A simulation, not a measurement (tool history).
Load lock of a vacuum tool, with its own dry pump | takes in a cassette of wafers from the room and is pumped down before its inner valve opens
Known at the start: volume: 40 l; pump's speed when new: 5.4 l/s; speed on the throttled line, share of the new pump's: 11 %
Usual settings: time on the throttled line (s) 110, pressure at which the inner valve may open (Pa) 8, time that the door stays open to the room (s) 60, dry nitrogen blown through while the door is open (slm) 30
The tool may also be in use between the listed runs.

run	day	time on the throttled line (s)	pressure at which the inner valve may open (Pa)	time that the door stays open to the room (s)	dry nitrogen blown through while the door is open (slm)	incoming humidity of the room's air, %	time from the closed door until the inner valve may open (s)	rise of the pressure with all valves shut (Pa/min)
1	0.000	110	8	60	30	43.9	169.6	0.177
2	2.946	110	8	60	30	45.5	167.7	0.177
3	5.404	110	8	60	30	49.6	169.2	0.175
4	7.517	110	8	60	30	49.1	169.1	0.183
5	10.725	110	8	146	30	45.7	168.9	0.197
6	14.971	110	8	60	30	43.9	169.6	0.189
7	17.483	110	12	60	30	48.1	167.1	0.190
8	20.092	110	15	97	30	45.4	164.2	0.199
9	23.812	110	10	60	30	46.3	166.9	0.196
10	26.942	110	11	60	30	43.9	166.7	0.199
11	29.992	215	10	66	6	44.1	261.4	0.220

Forecast each of these 4 alternatives for the next run:
A	33.029	110	11	60	30	43.2	?	?
B	33.029	138	10	45	6	41.3	?	?
C	33.029	87	12	60	4	47.7	?	?
D	33.029	103	10	66	13	48.6	?	?

run	time from the closed door until the inner valve may open (s)	rise of the pressure with all valves shut (Pa/min)
A	167.3	0.205
B	193.1	0.211
C	145.7	0.228
D	160.8	0.210
Without the tool's hidden state the same runs would have given:
run	time from the closed door until the inner valve may open (s)	rise of the pressure with all valves shut (Pa/min)
A	166.4	0.014
B	192.3	0.023
C	144.8	0.038
D	159.8	0.023
